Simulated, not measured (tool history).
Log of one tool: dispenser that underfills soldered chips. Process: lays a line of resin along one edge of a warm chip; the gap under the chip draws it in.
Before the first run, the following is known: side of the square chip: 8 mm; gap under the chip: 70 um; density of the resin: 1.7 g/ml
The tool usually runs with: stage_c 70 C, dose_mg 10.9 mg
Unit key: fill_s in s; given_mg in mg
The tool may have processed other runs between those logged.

run	hour	stage_c	dose_mg	fill_s	given_mg
1	0	70	10.9	106.3	10.72
# hour 5.1: new syringe of resin
2	9.3	80	10.9	56.7	10.64
# hour 18.1: new syringe of resin
3	22.4	80	10.9	58.3	10.57
# hour 31.5: new syringe of resin
4	39.3	80	10.9	67.9	10.51
# hour 45.1: new syringe of resin
5	53.8	80	10.9	71.7	10.46
# hour 58.5: new syringe of resin
# hour 64.8: dispensing valve cleaned and set on the balance
6	71.1	80	10.9	84.6	10.85
# hour 72.8: new syringe of resin
# hour 86.1: new syringe of resin
7	86.5	80	10.9	47	10.77
8	93.7	71	14.1	94.6	13.92
# hour 99.2: new syringe of resin
9	103.5	79	11.4	59	11.25
# hour 112.8: new syringe of resin
10	112.8	84	13.4	37	13.15
# hour 125.7: new syringe of resin
11	125.8	77	13.5	50.1	13.14
# hour 138.5: new syringe of resin
12	141.6	80	10	55.3	9.63
# hour 151.7: new syringe of resin
13	158.3	80	10	65.9	9.59
# hour 164.6: new syringe of resin
14	172.4	82	13.8	61.2	13.22

Predict each of these 3 candidate next runs independently; none follows another, all start after run 14:
# hour 177.3: new syringe of resin
A	180.1	85	14	?	?
# hour 177.3: new syringe of resin
B	180.1	77	9.9	?	?
# hour 177.3: new syringe of resin
C	180.1	60	10.3	?	?

run	fill_s	given_mg
A	41.6	13.36
B	60.9	9.47
C	119.3	9.81
Take away the tool's hidden state, keep each run's random variation, and the runs would have read:
run	fill_s	given_mg
A	37.7	14.04
B	54.7	9.95
C	108	10.31
